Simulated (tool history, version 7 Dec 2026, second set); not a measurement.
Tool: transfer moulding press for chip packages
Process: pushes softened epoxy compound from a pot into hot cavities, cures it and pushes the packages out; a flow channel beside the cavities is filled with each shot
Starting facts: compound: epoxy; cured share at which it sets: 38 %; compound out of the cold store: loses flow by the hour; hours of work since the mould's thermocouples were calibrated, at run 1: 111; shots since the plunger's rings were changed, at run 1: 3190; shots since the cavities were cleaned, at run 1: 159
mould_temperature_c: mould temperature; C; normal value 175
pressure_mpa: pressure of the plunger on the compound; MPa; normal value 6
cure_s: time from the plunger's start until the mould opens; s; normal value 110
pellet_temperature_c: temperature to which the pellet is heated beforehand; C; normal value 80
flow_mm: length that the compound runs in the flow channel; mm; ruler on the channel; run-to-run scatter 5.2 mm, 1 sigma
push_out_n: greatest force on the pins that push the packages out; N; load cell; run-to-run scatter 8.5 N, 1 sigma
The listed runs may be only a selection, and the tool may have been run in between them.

run	hour	mould_temperature_c	pressure_mpa	cure_s	pellet_temperature_c	hours of work since the mould's thermocouples were calibrated	shots since the plunger's rings were changed	shots since the cavities were cleaned	incoming compound's hours out of the cold store	flow_mm	push_out_n
1	0	175	6	110	80	111	3190	159	20.3	883	385
# hour 22.9: plunger's sealing rings changed
# hour 40.6: cavities cleaned with cleaning compound and waxed
2	55.2	175	5.85	110	80	147	374	178	47.6	784	379
# hour 91: cavities cleaned with cleaning compound and waxed
3	93.6	175	5.85	110	80	173	822	33	23.8	863	387
4	127.8	175	6	110	80	197	1236	447	35	834	379
# hour 141.5: cavities cleaned with cleaning compound and waxed
5	178.4	175	6	110	80	232	1831	447	40.4	814	392
# hour 192: cavities cleaned with cleaning compound and waxed
6	226	175	6	97	80	265	2389	412	15	890	448
# hour 243.3: cavities cleaned with cleaning compound and waxed
7	249.8	175	6	97	80	281	2659	79	39.9	820	431
8	279.3	175	6	110	80	302	3017	437	17.7	884	373
# hour 294.1: cavities cleaned with cleaning compound and waxed
# hour 317.1: plunger's sealing rings changed
9	317.5	175	6	110	84	326	5	254	10.9	912	378
# hour 348: cavities cleaned with cleaning compound and waxed
10	372	175	6	110	84	363	647	290	38.2	820	390
# hour 401.2: cavities cleaned with cleaning compound and waxed
11	406.5	175	6	110	80	387	1048	65	19.4	895	372
12	441.8	175	6	110	80	412	1474	491	33.6	838	387
# hour 450.8: cavities cleaned with cleaning compound and waxed
13	482.4	175	6	110	80	440	1949	383	35.1	829	376
# hour 501.2: cavities cleaned with cleaning compound and waxed
14	511.9	175	6	110	80	459	2288	129	45.3	805	369
15	542.1	175	6	110	76	481	2654	495	28.6	849	387
# hour 551.4: cavities cleaned with cleaning compound and waxed
# hour 561.3: mould's thermocouples calibrated
16	581.4	175	6	110	76	14	3088	339	20.7	864	393
# hour 604.7: cavities cleaned with cleaning compound and waxed
# hour 614.3: plunger's sealing rings changed
17	631.3	177	6.37	110	82	47	206	292	8.9	940	378
# hour 659.4: cavities cleaned with cleaning compound and waxed
18	683.4	177	6.37	110	82	83	820	291	25.4	882	365
# hour 709.7: cavities cleaned with cleaning compound and waxed
19	722.4	177	6.37	110	82	109	1274	154	28.5	869	354
20	747	177	6.37	122	73	127	1573	453	33.9	857	346
# hour 761.3: cavities cleaned with cleaning compound and waxed
21	787.3	171	5.38	122	75	154	2044	316	16	858	391
# hour 811.6: cavities cleaned with cleaning compound and waxed
22	817.2	175	6.32	110	76	174	2387	67	15.2	924	396
23	845.2	180	6.71	107	81	194	2726	406	9	962	357
# hour 863.8: cavities cleaned with cleaning compound and waxed
24	893.5	180	6.71	107	81	227	3294	360	31.6	859	355
# hour 909.7: plunger's sealing rings changed
# hour 915.6: cavities cleaned with cleaning compound and waxed
25	942.5	180	4.89	107	81	259	379	326	47.2	695	355
# hour 966.8: cavities cleaned with cleaning compound and waxed
26	982.8	167	4.89	107	78	287	850	194	22.1	813	614
27	1008	175	4.82	97	77	305	1155	499	19.5	798	427
# hour 1017.7: cavities cleaned with cleaning compound and waxed
28	1049.3	169	4.82	97	77	333	1638	384	33.7	776	601

What if the next run were any one of these 3? Each begins from the tool's condition after run 28:
# hour 1069.6: cavities cleaned with cleaning compound and waxed
A	1091.5	169	6.25	119	77	362	2131	266	28.4	?	?
# hour 1069.6: cavities cleaned with cleaning compound and waxed
B	1091.5	177	5.91	97	81	362	2131	266	33.8	?	?
# hour 1069.6: cavities cleaned with cleaning compound and waxed
C	1091.5	175	6.17	110	72	362	2131	266	18.1	?	?

run	flow_mm	push_out_n
A	894	453
B	824	387
C	898	373
Take away the tool's hidden state, keep each run's random variation, and the runs would have read:
run	flow_mm	push_out_n
A	894	450
B	825	385
C	898	371
